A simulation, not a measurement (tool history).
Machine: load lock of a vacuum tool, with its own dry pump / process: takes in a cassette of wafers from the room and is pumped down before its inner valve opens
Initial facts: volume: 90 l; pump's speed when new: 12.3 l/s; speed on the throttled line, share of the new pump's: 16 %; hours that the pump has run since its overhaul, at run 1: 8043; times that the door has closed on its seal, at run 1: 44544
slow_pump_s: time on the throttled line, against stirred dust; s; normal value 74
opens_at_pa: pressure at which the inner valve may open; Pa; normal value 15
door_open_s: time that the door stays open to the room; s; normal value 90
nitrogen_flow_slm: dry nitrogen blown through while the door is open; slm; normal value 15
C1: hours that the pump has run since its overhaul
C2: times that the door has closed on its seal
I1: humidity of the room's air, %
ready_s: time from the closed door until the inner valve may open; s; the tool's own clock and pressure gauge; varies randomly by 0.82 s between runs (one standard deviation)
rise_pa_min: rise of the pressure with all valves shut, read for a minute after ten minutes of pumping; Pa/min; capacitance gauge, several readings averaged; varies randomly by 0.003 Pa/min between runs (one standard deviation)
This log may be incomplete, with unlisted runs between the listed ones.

{"run": 1, "hour": 0.0, "slow_pump_s": 74, "opens_at_pa": 15, "door_open_s": 90, "nitrogen_flow_slm": 15, "C1": 8043, "C2": 44544, "I1": 45, "ready_s": 133.1, "rise_pa_min": 0.571}
{"run": 2, "hour": 100.1, "slow_pump_s": 74, "opens_at_pa": 15, "door_open_s": 90, "nitrogen_flow_slm": 15, "C1": 8143, "C2": 44982, "I1": 44.1, "ready_s": 135.7, "rise_pa_min": 0.579}
{"run": 3, "hour": 198.4, "slow_pump_s": 74, "opens_at_pa": 15, "door_open_s": 90, "nitrogen_flow_slm": 15, "C1": 8241, "C2": 45412, "I1": 41.8, "ready_s": 134, "rise_pa_min": 0.579}
{"run": 4, "hour": 418.5, "slow_pump_s": 74, "opens_at_pa": 15, "door_open_s": 70, "nitrogen_flow_slm": 15, "C1": 8461, "C2": 46375, "I1": 43, "ready_s": 135.6, "rise_pa_min": 0.6}
{"run": 5, "hour": 642.0, "slow_pump_s": 103, "opens_at_pa": 15, "door_open_s": 90, "nitrogen_flow_slm": 15, "C1": 8685, "C2": 47353, "I1": 42.4, "ready_s": 159.8, "rise_pa_min": 0.62}
{"run": 6, "hour": 807.0, "slow_pump_s": 103, "opens_at_pa": 15, "door_open_s": 90, "nitrogen_flow_slm": 15, "C1": 8850, "C2": 48075, "I1": 44.4, "ready_s": 159, "rise_pa_min": 0.641}
{"run": 7, "hour": 1033.1, "slow_pump_s": 74, "opens_at_pa": 15, "door_open_s": 90, "nitrogen_flow_slm": 15, "C1": 9076, "C2": 49064, "I1": 45.2, "ready_s": 134.2, "rise_pa_min": 0.662}
{"run": 8, "hour": 1220.5, "slow_pump_s": 39, "opens_at_pa": 15, "door_open_s": 90, "nitrogen_flow_slm": 15, "C1": 9263, "C2": 49883, "I1": 46.8, "ready_s": 107, "rise_pa_min": 0.68}
{"run": 9, "hour": 1344.6, "slow_pump_s": 39, "opens_at_pa": 15, "door_open_s": 90, "nitrogen_flow_slm": 15, "C1": 9387, "C2": 50426, "I1": 43, "ready_s": 109.2, "rise_pa_min": 0.693}
{"run": 10, "hour": 1548.9, "slow_pump_s": 112, "opens_at_pa": 15, "door_open_s": 90, "nitrogen_flow_slm": 15, "C1": 9592, "C2": 51320, "I1": 43.6, "ready_s": 167.3, "rise_pa_min": 0.716}
{"run": 11, "hour": 1647.2, "slow_pump_s": 112, "opens_at_pa": 15, "door_open_s": 90, "nitrogen_flow_slm": 34, "C1": 9690, "C2": 51750, "I1": 43.4, "ready_s": 166.8, "rise_pa_min": 0.704}
{"run": 12, "hour": 1857.2, "slow_pump_s": 112, "opens_at_pa": 15, "door_open_s": 90, "nitrogen_flow_slm": 34, "C1": 9900, "C2": 52669, "I1": 42.6, "ready_s": 168.1, "rise_pa_min": 0.732}
{"run": 13, "hour": 2046.9, "slow_pump_s": 112, "opens_at_pa": 15, "door_open_s": 90, "nitrogen_flow_slm": 34, "C1": 10090, "C2": 53499, "I1": 47.3, "ready_s": 165.9, "rise_pa_min": 0.751}
{"hour": 2147.7, "done": "door's seal changed, seat wiped"}
{"run": 14, "hour": 2151.1, "slow_pump_s": 112, "opens_at_pa": 15, "door_open_s": 90, "nitrogen_flow_slm": 34, "C1": 10192, "C2": 15, "I1": 44.4, "ready_s": 165.6, "rise_pa_min": 0.013}
{"run": 15, "hour": 2377.6, "slow_pump_s": 62, "opens_at_pa": 15, "door_open_s": 159, "nitrogen_flow_slm": 34, "C1": 10419, "C2": 1006, "I1": 44.9, "ready_s": 127.6, "rise_pa_min": 0.024}
{"run": 16, "hour": 2514.1, "slow_pump_s": 62, "opens_at_pa": 15, "door_open_s": 159, "nitrogen_flow_slm": 34, "C1": 10555, "C2": 1603, "I1": 47.8, "ready_s": 128.1, "rise_pa_min": 0.028}
{"run": 17, "hour": 2732.5, "slow_pump_s": 82, "opens_at_pa": 15, "door_open_s": 90, "nitrogen_flow_slm": 15, "C1": 10774, "C2": 2558, "I1": 48, "ready_s": 144.7, "rise_pa_min": 0.041}
{"run": 18, "hour": 2877.4, "slow_pump_s": 75, "opens_at_pa": 18, "door_open_s": 94, "nitrogen_flow_slm": 5, "C1": 10919, "C2": 3193, "I1": 47.9, "ready_s": 136.2, "rise_pa_min": 0.059}
{"run": 19, "hour": 3032.5, "slow_pump_s": 79, "opens_at_pa": 12, "door_open_s": 153, "nitrogen_flow_slm": 10, "C1": 11074, "C2": 3871, "I1": 45, "ready_s": 145.2, "rise_pa_min": 0.054}
{"run": 20, "hour": 3175.7, "slow_pump_s": 78, "opens_at_pa": 26, "door_open_s": 25, "nitrogen_flow_slm": 37, "C1": 11217, "C2": 4497, "I1": 45.5, "ready_s": 136.3, "rise_pa_min": 0.034}
{"run": 21, "hour": 3397.4, "slow_pump_s": 78, "opens_at_pa": 26, "door_open_s": 25, "nitrogen_flow_slm": 37, "C1": 11439, "C2": 5467, "I1": 42.9, "ready_s": 136.2, "rise_pa_min": 0.034}
{"run": 22, "hour": 3574.9, "slow_pump_s": 74, "opens_at_pa": 21, "door_open_s": 90, "nitrogen_flow_slm": 18, "C1": 11616, "C2": 6244, "I1": 47.2, "ready_s": 135.6, "rise_pa_min": 0.06}
{"run": 23, "hour": 3726.5, "slow_pump_s": 45, "opens_at_pa": 15, "door_open_s": 90, "nitrogen_flow_slm": 9, "C1": 11768, "C2": 6907, "I1": 47, "ready_s": 115.2, "rise_pa_min": 0.069}
{"run": 24, "hour": 3902.5, "slow_pump_s": 45, "opens_at_pa": 15, "door_open_s": 90, "nitrogen_flow_slm": 9, "C1": 11944, "C2": 7677, "I1": 45, "ready_s": 114.6, "rise_pa_min": 0.068}
{"run": 25, "hour": 4131.9, "slow_pump_s": 74, "opens_at_pa": 23, "door_open_s": 90, "nitrogen_flow_slm": 15, "C1": 12173, "C2": 8680, "I1": 44.7, "ready_s": 134.5, "rise_pa_min": 0.073}
{"run": 26, "hour": 4284.0, "slow_pump_s": 81, "opens_at_pa": 13, "door_open_s": 169, "nitrogen_flow_slm": 12, "C1": 12325, "C2": 9346, "I1": 46.3, "ready_s": 145.2, "rise_pa_min": 0.089}
{"hour": 4308.6, "done": "dry pump taken out, an overhauled one fitted"}
{"run": 27, "hour": 4402.5, "slow_pump_s": 116, "opens_at_pa": 10, "door_open_s": 59, "nitrogen_flow_slm": 28, "C1": 94, "C2": 9838, "I1": 43.6, "ready_s": 166.2, "rise_pa_min": 0.067}

Predict the results of run 28:
{"run": 28, "hour": 4569.2, "slow_pump_s": 77, "opens_at_pa": 21, "door_open_s": 33, "nitrogen_flow_slm": 4, "C1": 261, "C2": 10567, "I1": 44.3, "ready_s": "?", "rise_pa_min": "?"}

Run 28 yielded ready_s 127.4 s, rise_pa_min 0.09 Pa/min.
Without the tool's hidden state the same run would have given ready_s 127.1 s, rise_pa_min 0.032 Pa/min.

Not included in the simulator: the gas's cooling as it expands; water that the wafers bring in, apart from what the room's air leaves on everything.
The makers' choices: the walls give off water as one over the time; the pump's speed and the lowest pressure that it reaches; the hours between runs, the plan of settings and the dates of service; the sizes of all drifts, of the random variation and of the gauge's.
